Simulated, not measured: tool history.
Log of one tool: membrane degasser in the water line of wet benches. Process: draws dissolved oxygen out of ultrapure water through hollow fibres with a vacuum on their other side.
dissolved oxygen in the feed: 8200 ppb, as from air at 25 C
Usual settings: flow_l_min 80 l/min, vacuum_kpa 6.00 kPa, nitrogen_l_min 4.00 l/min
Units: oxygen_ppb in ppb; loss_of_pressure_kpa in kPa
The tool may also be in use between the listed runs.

| run | hour | flow_l_min | vacuum_kpa | nitrogen_l_min | oxygen_ppb | loss_of_pressure_kpa |
|---|---|---|---|---|---|---|
| 1 | 0.0 | 80 | 6.00 | 4.00 | 144.3 | 34.61 |
| 2 | 46.3 | 80 | 6.00 | 3.78 | 146.6 | 34.78 |
| 3 | 83.2 | 80 | 6.00 | 3.78 | 150.7 | 34.60 |
| 4 | 123.6 | 55 | 6.00 | 4.00 | 97.1 | 23.89 |
| 5 | 179.6 | 55 | 6.00 | 4.00 | 98.2 | 23.80 |
| 6 | 235.5 | 80 | 6.00 | 11.13 | 63.9 | 34.81 |
| 7 | 272.3 | 80 | 6.00 | 11.13 | 62.3 | 34.82 |
| 8 | 331.9 | 80 | 6.00 | 11.13 | 62.0 | 34.81 |
| 9 | 371.3 | 69 | 4.68 | 4.80 | 61.9 | 30.07 |
| 10 | 407.8 | 80 | 7.97 | 4.00 | 231.7 | 34.90 |
| 11 | 471.5 | 50 | 10.75 | 5.39 | 169.5 | 21.88 |
| 12 | 523.2 | 50 | 10.75 | 5.39 | 168.2 | 21.83 |
| 13 | 583.1 | 50 | 10.75 | 5.39 | 170.6 | 21.82 |
| 14 | 649.1 | 50 | 10.75 | 5.39 | 169.6 | 21.89 |

Forecast each of these 4 alternatives for the next run:
| A | 703.4 | 50 | 10.75 | 3.96 | ? | ? |
| B | 703.4 | 65 | 7.67 | 4.67 | ? | ? |
| C | 703.4 | 70 | 6.00 | 2.89 | ? | ? |
| D | 703.4 | 50 | 4.98 | 5.39 | ? | ? |

| run | oxygen_ppb | loss_of_pressure_kpa |
|---|---|---|
| A | 227.6 | 21.70 |
| B | 153.3 | 28.29 |
| C | 166.5 | 30.69 |
| D | 46.7 | 21.60 |
Without the tool's hidden state the same runs would have given:
| run | oxygen_ppb | loss_of_pressure_kpa |
|---|---|---|
| A | 218.5 | 21.53 |
| B | 143.5 | 28.07 |
| C | 150.4 | 30.45 |
| D | 39.9 | 21.43 |
